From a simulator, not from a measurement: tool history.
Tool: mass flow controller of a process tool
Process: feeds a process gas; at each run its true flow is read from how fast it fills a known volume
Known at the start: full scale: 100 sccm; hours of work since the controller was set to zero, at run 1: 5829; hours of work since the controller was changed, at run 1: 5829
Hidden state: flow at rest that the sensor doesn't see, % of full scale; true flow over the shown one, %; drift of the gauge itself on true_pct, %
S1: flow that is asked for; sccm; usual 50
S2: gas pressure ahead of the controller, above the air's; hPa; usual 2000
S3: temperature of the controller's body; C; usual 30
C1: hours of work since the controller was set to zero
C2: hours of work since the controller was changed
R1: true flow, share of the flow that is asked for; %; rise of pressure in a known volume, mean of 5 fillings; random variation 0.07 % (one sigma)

Run 1, hour 0: usual settings; C1 5829; C2 5829. Result: R1 101.35 %.
Run 2, hour 331.9: usual settings but S3 32 C; C1 6064; C2 6064. Result: R1 101.6 %.
Run 3, hour 777.2: usual settings but S3 22 C; C1 6378; C2 6378. Result: R1 100.9 %.
Run 4, hour 1177: usual settings but S3 22 C; C1 6660; C2 6660. Result: R1 100.87 %.
Run 5, hour 1634.2: usual settings but S2 2250 hPa, S3 22 C; C1 6983; C2 6983. Result: R1 100.99 %.
Run 6, hour 2059: usual settings but S2 2210 hPa; C1 7283; C2 7283. Result: R1 101.82 %.
Run 7, hour 2298.2: usual settings but S1 13 sccm; C1 7452; C2 7452. Result: R1 105.28 %.
Run 8, hour 2603.1: usual settings but S1 13 sccm; C1 7667; C2 7667. Result: R1 105.51 %.
At hour 2895.2: controller's zero set anew.
Run 9, hour 3022.2: usual settings; C1 90; C2 7963. Result: R1 102.43 %.
Run 10, hour 3423.6: usual settings; C1 373; C2 8246. Result: R1 102.52 %.
Run 11, hour 3844.6: usual settings; C1 670; C2 8544. Result: R1 102.72 %.
Run 12, hour 4109.9: usual settings; C1 858; C2 8731. Result: R1 102.75 %.
Run 13, hour 4375.2: usual settings but S1 20 sccm, S2 2270 hPa, S3 36 C; C1 1045; C2 8918. Result: R1 106.24 %.
At hour 4577.2: controller's zero set anew, once more.
Run 14, hour 4813.1: usual settings but S1 22 sccm, S2 2270 hPa, S3 36 C; C1 167; C2 9227. Result: R1 100.79 %.

Forecast run 15:
Run 15, hour 5194: usual settings but S1 23 sccm, S2 1870 hPa, S3 20 C; C1 436; C2 9496. Result: R1 ?.

R1: 99.62 %
Without the tool's hidden state the same run would have given R1 97.98 %.
